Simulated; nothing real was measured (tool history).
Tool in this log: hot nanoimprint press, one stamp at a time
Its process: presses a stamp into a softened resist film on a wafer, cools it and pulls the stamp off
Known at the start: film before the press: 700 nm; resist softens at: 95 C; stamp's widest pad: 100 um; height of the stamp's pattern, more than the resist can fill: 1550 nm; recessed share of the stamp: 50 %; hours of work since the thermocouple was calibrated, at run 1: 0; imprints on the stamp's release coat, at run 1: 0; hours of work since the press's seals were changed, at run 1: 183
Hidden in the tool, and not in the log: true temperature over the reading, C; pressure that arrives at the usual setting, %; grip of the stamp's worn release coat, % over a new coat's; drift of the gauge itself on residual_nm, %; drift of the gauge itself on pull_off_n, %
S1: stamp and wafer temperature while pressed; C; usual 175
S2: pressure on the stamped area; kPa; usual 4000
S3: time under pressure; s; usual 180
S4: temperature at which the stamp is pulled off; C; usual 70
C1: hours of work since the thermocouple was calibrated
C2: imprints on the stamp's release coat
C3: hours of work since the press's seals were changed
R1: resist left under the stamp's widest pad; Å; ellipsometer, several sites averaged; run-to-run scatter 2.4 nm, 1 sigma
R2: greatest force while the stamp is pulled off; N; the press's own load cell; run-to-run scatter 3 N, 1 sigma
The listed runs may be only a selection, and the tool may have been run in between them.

run 1 hour=0 | S1=175 S2=4000 S3=180 S4=70 | C1=0 C2=0 C3=183 | R1=3964 R2=140
run 2 hour=85.6 | S1=175 S2=4000 S3=180 S4=70 | C1=43 C2=194 C3=226 | R1=3973 R2=146
run 3 hour=161.2 | S1=175 S2=4000 S3=180 S4=70 | C1=80 C2=366 C3=264 | R1=3941 R2=157
run 4 hour=208.2 | S1=175 S2=4000 S3=325 S4=70 | C1=104 C2=472 C3=287 | R1=3287 R2=160
run 5 hour=288 | S1=175 S2=4000 S3=180 S4=55 | C1=143 C2=653 C3=327 | R1=4037 R2=224
run 6 hour=351.4 | S1=175 S2=4000 S3=319 S4=70 | C1=175 C2=797 C3=358 | R1=3284 R2=166
run 7 hour=427.4 | S1=175 S2=4000 S3=319 S4=70 | C1=213 C2=970 C3=396 | R1=3381 R2=170
run 8 hour=504.2 | S1=175 S2=4000 S3=319 S4=70 | C1=251 C2=1144 C3=434 | R1=3343 R2=182
run 9 hour=569.4 | S1=175 S2=4000 S3=319 S4=70 | C1=283 C2=1292 C3=467 | R1=3376 R2=197
run 10 hour=618.9 | S1=175 S2=4000 S3=319 S4=70 | C1=308 C2=1404 C3=492 | R1=3360 R2=194
run 11 hour=673.6 | S1=175 S2=4000 S3=180 S4=62 | C1=335 C2=1528 C3=519 | R1=4102 R2=241
run 12 hour=721.4 | S1=175 S2=4000 S3=180 S4=62 | C1=359 C2=1636 C3=543 | R1=4107 R2=252
run 13 hour=761.2 | S1=175 S2=4000 S3=180 S4=62 | C1=379 C2=1726 C3=562 | R1=4088 R2=246
run 14 hour=797.9 | S1=175 S2=4000 S3=180 S4=62 | C1=397 C2=1810 C3=581 | R1=4163 R2=260
-- hour=856.6 stamp cleaned and given a new release coat
run 15 hour=857.4 | S1=175 S2=4000 S3=180 S4=62 | C1=424 C2=2 C3=607 | R1=4116 R2=172
-- hour=865.1 plate thermocouple calibrated
run 16 hour=918 | S1=175 S2=4950 S3=299 S4=70 | C1=26 C2=133 C3=636 | R1=3084 R2=148
run 17 hour=963.7 | S1=175 S2=4950 S3=139 S4=59 | C1=49 C2=236 C3=659 | R1=4076 R2=194
run 18 hour=1031.3 | S1=175 S2=4950 S3=146 S4=69 | C1=83 C2=390 C3=692 | R1=4082 R2=152
run 19 hour=1071.1 | S1=167 S2=5080 S3=180 S4=70 | C1=103 C2=480 C3=712 | R1=4976 R2=158
run 20 hour=1118.9 | S1=167 S2=5080 S3=180 S4=70 | C1=126 C2=588 C3=736 | R1=5017 R2=164
run 21 hour=1172.9 | S1=175 S2=6030 S3=180 S4=70 | C1=153 C2=711 C3=763 | R1=3504 R2=165
run 22 hour=1224.2 | S1=175 S2=4160 S3=145 S4=69 | C1=179 C2=827 C3=788 | R1=4311 R2=177
run 23 hour=1262.5 | S1=178 S2=4160 S3=217 S4=69 | C1=198 C2=914 C3=807 | R1=3361 R2=179
-- hour=1309.8 press's hydraulic seals changed and the load cell set to zero
run 24 hour=1312.2 | S1=184 S2=4160 S3=217 S4=62 | C1=219 C2=1008 C3=1 | R1=2523 R2=223
run 25 hour=1397.7 | S1=175 S2=4000 S3=116 S4=60 | C1=261 C2=1202 C3=44 | R1=4595 R2=242
run 26 hour=1486 | S1=165 S2=4000 S3=180 S4=70 | C1=305 C2=1403 C3=88 | R1=5529 R2=192
run 27 hour=1568.8 | S1=165 S2=4000 S3=180 S4=70 | C1=346 C2=1590 C3=129 | R1=5616 R2=206

Some steps in R1 between neighbouring runs. How much of each would the tool show without its hidden state too (settings, what came in, random variation), and how much is left for the hidden state, with any gauge scatter that isn't in both results?
Run 15 -> 16: S2 4000 -> 4950, S3 180 -> 299, S4 62 -> 70, plate thermocouple calibrated. R1 -1032 Å: hidden state -81, all else -951.
Run 20 -> 21: S1 167 -> 175, S2 5080 -> 6030. R1 -1513 Å: hidden state +35, all else -1548.
Run 23 -> 24: S1 178 -> 184, S4 69 -> 62, press's hydraulic seals changed and the load cell set to zero. R1 -838 Å: hidden state -106, all else -732.
Run 24 -> 25: S1 184 -> 175, S2 4160 -> 4000, S3 217 -> 116, S4 62 -> 60. R1 +2072 Å: hidden state +26, all else +2046.
